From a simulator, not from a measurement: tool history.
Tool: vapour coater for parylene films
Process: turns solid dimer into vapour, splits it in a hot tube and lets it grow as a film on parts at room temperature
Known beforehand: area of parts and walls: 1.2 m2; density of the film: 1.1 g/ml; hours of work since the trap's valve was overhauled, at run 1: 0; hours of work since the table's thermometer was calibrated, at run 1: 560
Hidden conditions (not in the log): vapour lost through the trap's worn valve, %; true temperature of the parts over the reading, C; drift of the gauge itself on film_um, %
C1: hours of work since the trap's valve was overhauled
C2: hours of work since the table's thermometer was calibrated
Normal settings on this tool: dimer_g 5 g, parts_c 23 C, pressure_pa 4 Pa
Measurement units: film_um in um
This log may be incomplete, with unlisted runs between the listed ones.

run 1 hour=0 | dimer_g=5 parts_c=23 pressure_pa=4 | C1=0 C2=560 | film_um=2.41
run 2 hour=16.8 | dimer_g=5 parts_c=23 pressure_pa=4 | C1=14 C2=575 | film_um=2.41
run 3 hour=41.8 | dimer_g=4 parts_c=23 pressure_pa=4 | C1=35 C2=595 | film_um=1.88
run 4 hour=72.2 | dimer_g=5 parts_c=20 pressure_pa=4 | C1=60 C2=621 | film_um=2.58
run 5 hour=99.2 | dimer_g=5 parts_c=23 pressure_pa=4 | C1=83 C2=643 | film_um=2.37
run 6 hour=131.6 | dimer_g=5 parts_c=23 pressure_pa=2.39 | C1=110 C2=670 | film_um=2.48
run 7 hour=158.8 | dimer_g=5 parts_c=23 pressure_pa=2.39 | C1=132 C2=693 | film_um=2.44
run 8 hour=174.3 | dimer_g=5 parts_c=23 pressure_pa=2.39 | C1=145 C2=706 | film_um=2.44
run 9 hour=192.5 | dimer_g=5 parts_c=23 pressure_pa=2.39 | C1=160 C2=721 | film_um=2.45
run 10 hour=212.8 | dimer_g=5 parts_c=23 pressure_pa=4 | C1=177 C2=738 | film_um=2.3
run 11 hour=238.7 | dimer_g=6 parts_c=23 pressure_pa=4 | C1=199 C2=759 | film_um=2.77
run 12 hour=259.6 | dimer_g=6 parts_c=23 pressure_pa=4 | C1=216 C2=777 | film_um=2.76
run 13 hour=289.2 | dimer_g=6 parts_c=23 pressure_pa=4 | C1=241 C2=801 | film_um=2.73
run 14 hour=316.4 | dimer_g=3 parts_c=23 pressure_pa=4 | C1=263 C2=824 | film_um=1.37
run 15 hour=344.3 | dimer_g=3 parts_c=23 pressure_pa=4 | C1=287 C2=847 | film_um=1.35
run 16 hour=373.4 | dimer_g=3 parts_c=23 pressure_pa=4 | C1=311 C2=871 | film_um=1.35
run 17 hour=397.9 | dimer_g=5 parts_c=23 pressure_pa=6.41 | C1=331 C2=892 | film_um=2.11
run 18 hour=416.6 | dimer_g=5 parts_c=23 pressure_pa=6.41 | C1=347 C2=907 | film_um=2.12
run 19 hour=437.5 | dimer_g=5 parts_c=23 pressure_pa=6.41 | C1=364 C2=925 | film_um=2.11
run 20 hour=458 | dimer_g=5 parts_c=23 pressure_pa=6.41 | C1=381 C2=942 | film_um=2.11
run 21 hour=486.7 | dimer_g=5 parts_c=23 pressure_pa=6.41 | C1=405 C2=966 | film_um=2.12
run 22 hour=519.6 | dimer_g=5 parts_c=23 pressure_pa=6.41 | C1=433 C2=993 | film_um=2.06
run 23 hour=533.2 | dimer_g=5 parts_c=23 pressure_pa=6.41 | C1=444 C2=1004 | film_um=2.09
run 24 hour=561.6 | dimer_g=5 parts_c=23 pressure_pa=6.41 | C1=467 C2=1028 | film_um=2.06
-- hour=570.6 trap's valve overhauled
run 25 hour=580.3 | dimer_g=5 parts_c=23 pressure_pa=6.41 | C1=8 C2=1040 | film_um=2.27
run 26 hour=603.4 | dimer_g=4 parts_c=23 pressure_pa=11.06 | C1=27 C2=1059 | film_um=1.71
run 27 hour=621.8 | dimer_g=4 parts_c=23 pressure_pa=11.06 | C1=43 C2=1075 | film_um=1.71
run 28 hour=650.1 | dimer_g=2 parts_c=25 pressure_pa=11.06 | C1=66 C2=1098 | film_um=0.82
run 29 hour=673.3 | dimer_g=5 parts_c=31 pressure_pa=4 | C1=85 C2=1118 | film_um=1.88
run 30 hour=692.9 | dimer_g=4 parts_c=27 pressure_pa=3.51 | C1=102 C2=1134 | film_um=1.72
run 31 hour=723 | dimer_g=4 parts_c=27 pressure_pa=3.51 | C1=127 C2=1159 | film_um=1.71
run 32 hour=744.9 | dimer_g=9 parts_c=20 pressure_pa=2.26 | C1=145 C2=1177 | film_um=4.71
run 33 hour=773.5 | dimer_g=4 parts_c=33 pressure_pa=2.26 | C1=169 C2=1201 | film_um=1.48
run 34 hour=787.5 | dimer_g=7 parts_c=23 pressure_pa=4 | C1=181 C2=1213 | film_um=3.21
run 35 hour=802.2 | dimer_g=4 parts_c=23 pressure_pa=4.4 | C1=193 C2=1225 | film_um=1.81
run 36 hour=834.8 | dimer_g=5 parts_c=19 pressure_pa=4.4 | C1=220 C2=1252 | film_um=2.49
run 37 hour=850.2 | dimer_g=5 parts_c=19 pressure_pa=4.4 | C1=233 C2=1265 | film_um=2.49
run 38 hour=874.1 | dimer_g=5 parts_c=19 pressure_pa=3.15 | C1=253 C2=1285 | film_um=2.55
run 39 hour=888.6 | dimer_g=5 parts_c=34 pressure_pa=3.15 | C1=265 C2=1297 | film_um=1.71
run 40 hour=913.4 | dimer_g=8 parts_c=23 pressure_pa=4 | C1=285 C2=1318 | film_um=3.57
run 41 hour=926.9 | dimer_g=8 parts_c=23 pressure_pa=2.54 | C1=297 C2=1329 | film_um=3.71
run 42 hour=954.4 | dimer_g=8 parts_c=23 pressure_pa=2.54 | C1=319 C2=1352 | film_um=3.69
run 43 hour=975.6 | dimer_g=4 parts_c=23 pressure_pa=2.54 | C1=337 C2=1369 | film_um=1.86
run 44 hour=1002.5 | dimer_g=4 parts_c=23 pressure_pa=2.54 | C1=359 C2=1392 | film_um=1.81
run 45 hour=1021.7 | dimer_g=4 parts_c=23 pressure_pa=11.22 | C1=375 C2=1408 | film_um=1.58
run 46 hour=1038.4 | dimer_g=2 parts_c=26 pressure_pa=8.88 | C1=389 C2=1422 | film_um=0.75
run 47 hour=1071 | dimer_g=5 parts_c=31 pressure_pa=4.43 | C1=416 C2=1449 | film_um=1.75
run 48 hour=1092.3 | dimer_g=4 parts_c=24 pressure_pa=8.86 | C1=434 C2=1466 | film_um=1.54

Predict each of these 3 candidate next runs independently; none follows another, all start after run 48:
run A hour=1125.3 | dimer_g=7 parts_c=27 pressure_pa=8.86 | C1=462 C2=1494 | film_um=?
run B hour=1125.3 | dimer_g=5 parts_c=16 pressure_pa=3.36 | C1=462 C2=1494 | film_um=?
run C hour=1125.3 | dimer_g=3 parts_c=21 pressure_pa=9.02 | C1=462 C2=1494 | film_um=?

run=A film_um=2.48
run=B film_um=2.61
run=C film_um=1.24
The same runs, with their run-to-run variation unchanged, on a tool lacking any hidden condition would have given:
run=A film_um=2.84
run=B film_um=2.99
run=C film_um=1.42
